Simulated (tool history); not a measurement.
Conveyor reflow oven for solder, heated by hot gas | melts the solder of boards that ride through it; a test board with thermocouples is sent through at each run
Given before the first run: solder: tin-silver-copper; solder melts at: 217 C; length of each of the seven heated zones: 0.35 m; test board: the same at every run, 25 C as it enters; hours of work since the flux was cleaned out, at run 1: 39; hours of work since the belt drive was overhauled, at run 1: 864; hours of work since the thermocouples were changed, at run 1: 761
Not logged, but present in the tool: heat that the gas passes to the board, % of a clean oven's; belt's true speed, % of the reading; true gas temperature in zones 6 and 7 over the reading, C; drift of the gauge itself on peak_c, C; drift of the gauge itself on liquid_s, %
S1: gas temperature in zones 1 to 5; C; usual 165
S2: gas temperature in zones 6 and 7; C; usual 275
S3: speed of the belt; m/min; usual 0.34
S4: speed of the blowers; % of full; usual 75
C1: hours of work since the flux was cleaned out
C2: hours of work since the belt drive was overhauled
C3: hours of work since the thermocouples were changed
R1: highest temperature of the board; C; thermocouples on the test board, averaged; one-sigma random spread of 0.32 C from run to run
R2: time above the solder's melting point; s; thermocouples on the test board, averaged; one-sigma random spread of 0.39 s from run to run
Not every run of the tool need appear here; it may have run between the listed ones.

{"run": 1, "day": 0.0, "S1": 165, "S2": 275, "S3": 0.34, "S4": 75, "C1": 39, "C2": 864, "C3": 761, "R1": 260.3, "R2": 97}
{"run": 2, "day": 2.317, "S1": 165, "S2": 275, "S3": 0.324, "S4": 75, "C1": 71, "C2": 895, "C3": 793, "R1": 262.1, "R2": 104.4}
{"run": 3, "day": 5.029, "S1": 165, "S2": 275, "S3": 0.324, "S4": 75, "C1": 108, "C2": 932, "C3": 830, "R1": 262.2, "R2": 104.2}
{"run": 4, "day": 7.846, "S1": 165, "S2": 275, "S3": 0.324, "S4": 75, "C1": 146, "C2": 970, "C3": 868, "R1": 262.1, "R2": 104.3}
{"run": 5, "day": 10.796, "S1": 165, "S2": 275, "S3": 0.34, "S4": 75, "C1": 186, "C2": 1010, "C3": 908, "R1": 260.8, "R2": 98.2}
{"run": 6, "day": 12.171, "S1": 165, "S2": 275, "S3": 0.34, "S4": 75, "C1": 205, "C2": 1029, "C3": 927, "R1": 260.3, "R2": 97.3}
{"run": 7, "day": 13.646, "S1": 165, "S2": 275, "S3": 0.34, "S4": 75, "C1": 225, "C2": 1049, "C3": 947, "R1": 261, "R2": 97.8}
{"day": 16.35, "done": "belt drive overhauled, speed set with a stopwatch"}
{"run": 8, "day": 16.538, "S1": 165, "S2": 275, "S3": 0.329, "S4": 75, "C1": 262, "C2": 3, "C3": 984, "R1": 262, "R2": 102.4}
{"run": 9, "day": 19.358, "S1": 165, "S2": 275, "S3": 0.329, "S4": 75, "C1": 300, "C2": 41, "C3": 1022, "R1": 261, "R2": 101.9}
{"day": 19.979, "done": "flux residue cleaned out of gas plates and filters"}
{"run": 10, "day": 21.467, "S1": 170, "S2": 275, "S3": 0.329, "S4": 75, "C1": 20, "C2": 67, "C3": 1048, "R1": 262.2, "R2": 105.9}
{"run": 11, "day": 23.875, "S1": 152, "S2": 275, "S3": 0.329, "S4": 75, "C1": 53, "C2": 99, "C3": 1081, "R1": 259.9, "R2": 94.6}
{"run": 12, "day": 26.683, "S1": 152, "S2": 275, "S3": 0.329, "S4": 75, "C1": 91, "C2": 137, "C3": 1119, "R1": 259.8, "R2": 94.7}
{"run": 13, "day": 29.392, "S1": 170, "S2": 273, "S3": 0.353, "S4": 75, "C1": 128, "C2": 174, "C3": 1155, "R1": 258.5, "R2": 93.6}
{"day": 31.817, "done": "thermocouples of zones 6 and 7 changed"}
{"run": 14, "day": 32.425, "S1": 170, "S2": 273, "S3": 0.33, "S4": 75, "C1": 168, "C2": 214, "C3": 8, "R1": 260.3, "R2": 103.5}
{"run": 15, "day": 34.312, "S1": 170, "S2": 273, "S3": 0.33, "S4": 75, "C1": 193, "C2": 240, "C3": 34, "R1": 260.2, "R2": 102.9}
{"run": 16, "day": 36.946, "S1": 170, "S2": 273, "S3": 0.33, "S4": 75, "C1": 229, "C2": 276, "C3": 70, "R1": 260.4, "R2": 102.6}
{"run": 17, "day": 38.358, "S1": 165, "S2": 275, "S3": 0.324, "S4": 75, "C1": 248, "C2": 295, "C3": 89, "R1": 262.2, "R2": 104.4}
{"run": 18, "day": 40.608, "S1": 179, "S2": 275, "S3": 0.274, "S4": 69, "C1": 279, "C2": 325, "C3": 119, "R1": 267.1, "R2": 137.5}
{"day": 42.896, "done": "flux residue cleaned out of gas plates and filters"}
{"run": 19, "day": 43.5, "S1": 179, "S2": 270, "S3": 0.279, "S4": 60, "C1": 8, "C2": 362, "C3": 156, "R1": 259.9, "R2": 129.1}
{"run": 20, "day": 44.717, "S1": 165, "S2": 270, "S3": 0.34, "S4": 75, "C1": 25, "C2": 378, "C3": 172, "R1": 256.7, "R2": 93.1}

4 ways to go on from here, each from the tool as it stands after run 20. What would each give?
{"run": "A", "day": 47.671, "S1": 164, "S2": 270, "S3": 0.34, "S4": 61, "C1": 65, "C2": 418, "C3": 212, "R1": "?", "R2": "?"}
{"run": "B", "day": 47.671, "S1": 165, "S2": 268, "S3": 0.302, "S4": 55, "C1": 65, "C2": 418, "C3": 212, "R1": "?", "R2": "?"}
{"run": "C", "day": 47.671, "S1": 178, "S2": 270, "S3": 0.35, "S4": 75, "C1": 65, "C2": 418, "C3": 212, "R1": "?", "R2": "?"}
{"run": "D", "day": 47.671, "S1": 153, "S2": 270, "S3": 0.326, "S4": 75, "C1": 65, "C2": 418, "C3": 212, "R1": "?", "R2": "?"}

run=A R1=252.6 R2=87.1
run=B R1=253.5 R2=101.2
run=C R1=257.3 R2=97.5
run=D R1=256.3 R2=91.6
The same runs, with their run-to-run variation unchanged, on a tool lacking any hidden condition would have given:
run=A R1=252.6 R2=87.1
run=B R1=253.5 R2=101.2
run=C R1=257.3 R2=97.5
run=D R1=256.3 R2=91.6

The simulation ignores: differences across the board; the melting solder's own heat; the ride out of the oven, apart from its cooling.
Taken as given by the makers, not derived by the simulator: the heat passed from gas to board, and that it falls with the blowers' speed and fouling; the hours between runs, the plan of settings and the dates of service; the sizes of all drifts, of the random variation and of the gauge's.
